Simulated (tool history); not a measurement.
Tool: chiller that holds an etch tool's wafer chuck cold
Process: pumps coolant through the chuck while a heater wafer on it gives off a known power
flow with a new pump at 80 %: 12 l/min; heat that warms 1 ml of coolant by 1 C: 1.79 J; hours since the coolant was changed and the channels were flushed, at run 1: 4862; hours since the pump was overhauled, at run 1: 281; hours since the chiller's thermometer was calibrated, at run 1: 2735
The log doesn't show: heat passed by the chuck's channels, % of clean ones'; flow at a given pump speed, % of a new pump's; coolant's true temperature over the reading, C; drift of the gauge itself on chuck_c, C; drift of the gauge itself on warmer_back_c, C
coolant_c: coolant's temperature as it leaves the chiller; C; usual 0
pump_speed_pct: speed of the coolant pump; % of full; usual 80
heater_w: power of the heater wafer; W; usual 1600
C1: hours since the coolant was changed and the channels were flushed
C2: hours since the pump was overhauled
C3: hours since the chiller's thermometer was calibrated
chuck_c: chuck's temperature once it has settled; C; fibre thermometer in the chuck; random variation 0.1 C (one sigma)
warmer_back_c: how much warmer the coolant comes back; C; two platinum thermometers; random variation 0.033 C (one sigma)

{"run": 1, "hour": 0.0, "coolant_c": 0, "pump_speed_pct": 80, "heater_w": 1600, "C1": 4862, "C2": 281, "C3": 2735, "chuck_c": 17.6, "warmer_back_c": 4.45}
{"run": 2, "hour": 47.5, "coolant_c": 0, "pump_speed_pct": 80, "heater_w": 1600, "C1": 4910, "C2": 329, "C3": 2783, "chuck_c": 17.4, "warmer_back_c": 4.44}
{"run": 3, "hour": 102.4, "coolant_c": 0, "pump_speed_pct": 80, "heater_w": 1600, "C1": 4964, "C2": 383, "C3": 2838, "chuck_c": 17.6, "warmer_back_c": 4.5}
{"hour": 154.0, "done": "chiller's thermometer calibrated"}
{"run": 4, "hour": 159.4, "coolant_c": 0, "pump_speed_pct": 80, "heater_w": 1600, "C1": 5021, "C2": 439, "C3": 5, "chuck_c": 17.8, "warmer_back_c": 4.46}
{"run": 5, "hour": 215.0, "coolant_c": 0, "pump_speed_pct": 80, "heater_w": 1600, "C1": 5076, "C2": 495, "C3": 61, "chuck_c": 17.9, "warmer_back_c": 4.48}
{"run": 6, "hour": 254.5, "coolant_c": 0, "pump_speed_pct": 80, "heater_w": 1600, "C1": 5116, "C2": 534, "C3": 100, "chuck_c": 18, "warmer_back_c": 4.51}
{"run": 7, "hour": 290.6, "coolant_c": 0, "pump_speed_pct": 80, "heater_w": 1600, "C1": 5152, "C2": 571, "C3": 137, "chuck_c": 18, "warmer_back_c": 4.51}
{"run": 8, "hour": 326.1, "coolant_c": 0, "pump_speed_pct": 80, "heater_w": 1600, "C1": 5187, "C2": 606, "C3": 172, "chuck_c": 18, "warmer_back_c": 4.51}
{"run": 9, "hour": 366.6, "coolant_c": 0, "pump_speed_pct": 80, "heater_w": 1600, "C1": 5228, "C2": 647, "C3": 213, "chuck_c": 18, "warmer_back_c": 4.45}
{"run": 10, "hour": 425.1, "coolant_c": 0, "pump_speed_pct": 66, "heater_w": 1600, "C1": 5286, "C2": 705, "C3": 271, "chuck_c": 21.2, "warmer_back_c": 5.39}
{"run": 11, "hour": 482.6, "coolant_c": 0, "pump_speed_pct": 66, "heater_w": 1600, "C1": 5344, "C2": 763, "C3": 329, "chuck_c": 21.2, "warmer_back_c": 5.44}
{"run": 12, "hour": 524.6, "coolant_c": 0, "pump_speed_pct": 66, "heater_w": 1600, "C1": 5386, "C2": 805, "C3": 371, "chuck_c": 21.3, "warmer_back_c": 5.46}
{"run": 13, "hour": 569.4, "coolant_c": 0, "pump_speed_pct": 66, "heater_w": 1600, "C1": 5430, "C2": 849, "C3": 415, "chuck_c": 21.4, "warmer_back_c": 5.42}
{"run": 14, "hour": 621.8, "coolant_c": -4, "pump_speed_pct": 66, "heater_w": 1260, "C1": 5483, "C2": 902, "C3": 468, "chuck_c": 12.9, "warmer_back_c": 4.25}
{"run": 15, "hour": 672.4, "coolant_c": -4, "pump_speed_pct": 99, "heater_w": 1104, "C1": 5533, "C2": 952, "C3": 518, "chuck_c": 6.2, "warmer_back_c": 2.55}
{"run": 16, "hour": 702.4, "coolant_c": -1, "pump_speed_pct": 80, "heater_w": 1600, "C1": 5564, "C2": 982, "C3": 548, "chuck_c": 17, "warmer_back_c": 4.53}
{"run": 17, "hour": 747.1, "coolant_c": 0, "pump_speed_pct": 94, "heater_w": 1531, "C1": 5608, "C2": 1027, "C3": 593, "chuck_c": 15, "warmer_back_c": 3.74}
{"run": 18, "hour": 804.5, "coolant_c": 0, "pump_speed_pct": 94, "heater_w": 1531, "C1": 5666, "C2": 1084, "C3": 650, "chuck_c": 15, "warmer_back_c": 3.7}
{"run": 19, "hour": 859.2, "coolant_c": 0, "pump_speed_pct": 94, "heater_w": 1531, "C1": 5720, "C2": 1139, "C3": 705, "chuck_c": 15.1, "warmer_back_c": 3.71}
{"run": 20, "hour": 906.8, "coolant_c": 0, "pump_speed_pct": 94, "heater_w": 1772, "C1": 5768, "C2": 1187, "C3": 753, "chuck_c": 17.6, "warmer_back_c": 4.29}
{"run": 21, "hour": 938.9, "coolant_c": 0, "pump_speed_pct": 94, "heater_w": 1244, "C1": 5800, "C2": 1219, "C3": 785, "chuck_c": 12, "warmer_back_c": 2.99}
{"run": 22, "hour": 964.2, "coolant_c": 0, "pump_speed_pct": 94, "heater_w": 2099, "C1": 5825, "C2": 1244, "C3": 810, "chuck_c": 20.7, "warmer_back_c": 5.09}
{"run": 23, "hour": 1024.0, "coolant_c": 0, "pump_speed_pct": 94, "heater_w": 2099, "C1": 5885, "C2": 1304, "C3": 870, "chuck_c": 20.9, "warmer_back_c": 5.14}
{"run": 24, "hour": 1053.3, "coolant_c": 0, "pump_speed_pct": 94, "heater_w": 2099, "C1": 5914, "C2": 1333, "C3": 899, "chuck_c": 20.8, "warmer_back_c": 5.1}
{"run": 25, "hour": 1084.2, "coolant_c": 4, "pump_speed_pct": 80, "heater_w": 1600, "C1": 5945, "C2": 1364, "C3": 930, "chuck_c": 22.2, "warmer_back_c": 4.61}
{"run": 26, "hour": 1138.9, "coolant_c": 4, "pump_speed_pct": 80, "heater_w": 1343, "C1": 6000, "C2": 1419, "C3": 985, "chuck_c": 19.3, "warmer_back_c": 3.82}

Forecast each of these 4 alternatives for the next run:
{"run": "A", "hour": 1180.8, "coolant_c": 8, "pump_speed_pct": 64, "heater_w": 873, "C1": 6042, "C2": 1461, "C3": 1027, "chuck_c": "?", "warmer_back_c": "?"}
{"run": "B", "hour": 1180.8, "coolant_c": -5, "pump_speed_pct": 91, "heater_w": 2332, "C1": 6042, "C2": 1461, "C3": 1027, "chuck_c": "?", "warmer_back_c": "?"}
{"run": "C", "hour": 1180.8, "coolant_c": 3, "pump_speed_pct": 72, "heater_w": 1600, "C1": 6042, "C2": 1461, "C3": 1027, "chuck_c": "?", "warmer_back_c": "?"}
{"run": "D", "hour": 1180.8, "coolant_c": -8, "pump_speed_pct": 74, "heater_w": 2151, "C1": 6042, "C2": 1461, "C3": 1027, "chuck_c": "?", "warmer_back_c": "?"}

run=A chuck_c=20 warmer_back_c=3.06
run=B chuck_c=19 warmer_back_c=5.89
run=C chuck_c=23.2 warmer_back_c=5.15
run=D chuck_c=18.3 warmer_back_c=6.58
Without the tool's hidden state the same runs would have given:
run=A chuck_c=18.9 warmer_back_c=3
run=B chuck_c=16.5 warmer_back_c=5.78
run=C chuck_c=21.1 warmer_back_c=5.06
run=D chuck_c=15.5 warmer_back_c=6.46
